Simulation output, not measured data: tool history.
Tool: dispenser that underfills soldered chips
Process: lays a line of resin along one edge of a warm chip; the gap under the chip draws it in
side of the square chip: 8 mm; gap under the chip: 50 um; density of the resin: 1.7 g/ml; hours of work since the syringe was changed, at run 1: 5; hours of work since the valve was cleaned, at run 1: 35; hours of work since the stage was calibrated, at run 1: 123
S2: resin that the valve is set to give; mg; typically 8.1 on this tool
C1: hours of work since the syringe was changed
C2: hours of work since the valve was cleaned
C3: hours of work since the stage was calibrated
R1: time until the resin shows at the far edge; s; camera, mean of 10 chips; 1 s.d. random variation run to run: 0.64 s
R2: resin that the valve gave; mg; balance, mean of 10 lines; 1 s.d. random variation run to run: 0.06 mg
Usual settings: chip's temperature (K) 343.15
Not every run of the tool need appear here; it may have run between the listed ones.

run 1 day=0 | chip's_temperature_(K)=343.15 S2=8.1 | C1=5 C2=35 C3=123 | R1=73.2 R2=7.88
-- day=0.05 new syringe of resin
-- day=0.392 new syringe of resin
run 2 day=0.392 | chip's_temperature_(K)=343.15 S2=8.1 | C1=0 C2=41 C3=129 | R1=58.3 R2=7.81
run 3 day=0.704 | chip's_temperature_(K)=343.15 S2=8.1 | C1=5 C2=46 C3=134 | R1=74.9 R2=7.77
-- day=0.758 new syringe of resin
run 4 day=0.971 | chip's_temperature_(K)=343.15 S2=8.1 | C1=4 C2=51 C3=139 | R1=69.4 R2=7.74
-- day=1.129 new syringe of resin
run 5 day=1.362 | chip's_temperature_(K)=343.15 S2=8.1 | C1=4 C2=57 C3=145 | R1=71.6 R2=7.81
-- day=1.488 new syringe of resin
run 6 day=1.804 | chip's_temperature_(K)=343.15 S2=8.1 | C1=5 C2=65 C3=153 | R1=76.2 R2=7.64
-- day=1.85 new syringe of resin
run 7 day=2.158 | chip's_temperature_(K)=343.15 S2=8.1 | C1=5 C2=71 C3=159 | R1=74.3 R2=7.63
-- day=2.192 new syringe of resin
run 8 day=2.375 | chip's_temperature_(K)=353.15 S2=8.1 | C1=3 C2=74 C3=162 | R1=48.1 R2=7.64
-- day=2.542 new syringe of resin
run 9 day=2.808 | chip's_temperature_(K)=342.15 S2=8.1 | C1=5 C2=82 C3=170 | R1=76.8 R2=7.67
-- day=2.896 new syringe of resin
-- day=3.246 new syringe of resin
run 10 day=3.246 | chip's_temperature_(K)=342.15 S2=8.1 | C1=0 C2=89 C3=177 | R1=60.5 R2=7.55

Predict the results of run 11:
-- day=3.6 new syringe of resin
run 11 day=3.671 | chip's_temperature_(K)=335.15 S2=8.1 | C1=1 C2=96 C3=184 | R1=? R2=?

R1: 85.9 s
R2: 7.5 mg
Were there no unlogged condition in the tool, this run, its random variation unchanged, would have produced R1 77 s, R2 8.08 mg.

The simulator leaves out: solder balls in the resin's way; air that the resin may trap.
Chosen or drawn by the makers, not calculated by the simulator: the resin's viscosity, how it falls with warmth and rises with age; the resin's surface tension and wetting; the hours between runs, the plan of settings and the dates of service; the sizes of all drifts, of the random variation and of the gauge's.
